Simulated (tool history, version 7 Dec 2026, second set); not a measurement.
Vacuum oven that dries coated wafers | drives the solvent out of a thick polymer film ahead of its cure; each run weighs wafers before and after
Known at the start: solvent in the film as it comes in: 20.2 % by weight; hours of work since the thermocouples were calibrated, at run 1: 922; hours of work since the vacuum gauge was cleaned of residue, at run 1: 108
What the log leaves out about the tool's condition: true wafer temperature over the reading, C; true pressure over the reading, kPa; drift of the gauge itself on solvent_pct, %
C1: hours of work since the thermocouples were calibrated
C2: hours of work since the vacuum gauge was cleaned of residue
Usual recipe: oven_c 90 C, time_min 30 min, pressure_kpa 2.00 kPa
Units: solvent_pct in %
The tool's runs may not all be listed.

run 1 hour=0.0 | oven_c=90 time_min=30 pressure_kpa=2.00 | C1=922 C2=108 | solvent_pct=3.92
run 2 hour=78.9 | oven_c=90 time_min=30 pressure_kpa=2.00 | C1=967 C2=152 | solvent_pct=3.86
run 3 hour=133.6 | oven_c=90 time_min=30 pressure_kpa=2.00 | C1=998 C2=183 | solvent_pct=3.91
-- hour=210.1 oven's thermocouples calibrated
run 4 hour=245.9 | oven_c=90 time_min=30 pressure_kpa=2.00 | C1=20 C2=246 | solvent_pct=4.17
run 5 hour=359.2 | oven_c=90 time_min=30 pressure_kpa=2.00 | C1=84 C2=310 | solvent_pct=4.17
run 6 hour=447.2 | oven_c=90 time_min=26 pressure_kpa=2.00 | C1=134 C2=360 | solvent_pct=4.77
run 7 hour=551.4 | oven_c=90 time_min=26 pressure_kpa=1.10 | C1=193 C2=419 | solvent_pct=3.94
run 8 hour=677.4 | oven_c=90 time_min=26 pressure_kpa=1.10 | C1=264 C2=490 | solvent_pct=3.93
run 9 hour=769.4 | oven_c=90 time_min=30 pressure_kpa=2.00 | C1=317 C2=542 | solvent_pct=4.14
run 10 hour=826.9 | oven_c=90 time_min=30 pressure_kpa=2.00 | C1=349 C2=575 | solvent_pct=4.10
run 11 hour=913.7 | oven_c=90 time_min=30 pressure_kpa=2.00 | C1=398 C2=624 | solvent_pct=4.17
run 12 hour=1047.5 | oven_c=90 time_min=26 pressure_kpa=1.31 | C1=474 C2=699 | solvent_pct=4.10
run 13 hour=1176.3 | oven_c=79 time_min=17 pressure_kpa=2.00 | C1=547 C2=772 | solvent_pct=11.21
run 14 hour=1263.4 | oven_c=81 time_min=18 pressure_kpa=1.26 | C1=596 C2=821 | solvent_pct=9.38
run 15 hour=1374.7 | oven_c=75 time_min=18 pressure_kpa=1.25 | C1=659 C2=884 | solvent_pct=11.81
run 16 hour=1494.3 | oven_c=75 time_min=18 pressure_kpa=1.25 | C1=727 C2=952 | solvent_pct=11.82
run 17 hour=1607.4 | oven_c=95 time_min=50 pressure_kpa=6.58 | C1=791 C2=1016 | solvent_pct=5.95
run 18 hour=1717.4 | oven_c=90 time_min=22 pressure_kpa=2.84 | C1=853 C2=1078 | solvent_pct=6.10

Hidden state or all else? Some run-to-run changes of solvent_pct, split into what the settings, what came in and random variation would give without the hidden state, and what is left for the hidden state (with any gauge scatter that isn't in both results):
Run 3 -> 4: oven's thermocouples calibrated. solvent_pct +0.26 %: hidden state +0.30, all else -0.04.
Run 12 -> 13: oven_c 90 -> 79, time_min 26 -> 17, pressure_kpa 1.31 -> 2.00. solvent_pct +7.11 %: hidden state -0.06, all else +7.17.

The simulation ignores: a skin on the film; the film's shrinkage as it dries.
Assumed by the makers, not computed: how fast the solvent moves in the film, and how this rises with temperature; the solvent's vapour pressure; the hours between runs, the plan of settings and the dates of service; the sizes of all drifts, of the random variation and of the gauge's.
